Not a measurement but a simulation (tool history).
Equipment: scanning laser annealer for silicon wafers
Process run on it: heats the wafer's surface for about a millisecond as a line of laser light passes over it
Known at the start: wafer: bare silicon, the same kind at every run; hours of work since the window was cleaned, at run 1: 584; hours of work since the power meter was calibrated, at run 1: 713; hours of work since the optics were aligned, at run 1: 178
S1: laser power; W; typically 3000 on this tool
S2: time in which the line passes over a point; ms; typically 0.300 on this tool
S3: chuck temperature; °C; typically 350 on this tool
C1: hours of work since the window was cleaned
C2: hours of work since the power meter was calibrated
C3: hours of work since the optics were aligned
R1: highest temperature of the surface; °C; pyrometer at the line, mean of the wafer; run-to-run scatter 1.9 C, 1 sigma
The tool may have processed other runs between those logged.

run 1 hour=0.0 | S1=3000 S2=0.300 S3=350 | C1=584 C2=713 C3=178 | R1=1105
run 2 hour=75.5 | S1=3000 S2=0.300 S3=350 | C1=634 C2=763 C3=228 | R1=1106
-- hour=83.9 window over the wafer cleaned
run 3 hour=118.7 | S1=3000 S2=0.221 S3=350 | C1=23 C2=790 C3=255 | R1=1014
run 4 hour=192.1 | S1=3000 S2=0.300 S3=350 | C1=71 C2=839 C3=303 | R1=1117
run 5 hour=272.5 | S1=3000 S2=0.300 S3=350 | C1=124 C2=892 C3=356 | R1=1118
run 6 hour=319.1 | S1=3000 S2=0.300 S3=350 | C1=155 C2=922 C3=387 | R1=1119

For run 7, what comes out?
run 7 hour=405.5 | S1=2742 S2=0.345 S3=325 | C1=212 C2=979 C3=444 | R1=?

R1: 1078 °C
Take away the tool's hidden state, keep the run-to-run variation as it was, and the same run would have given R1 1094 °C.
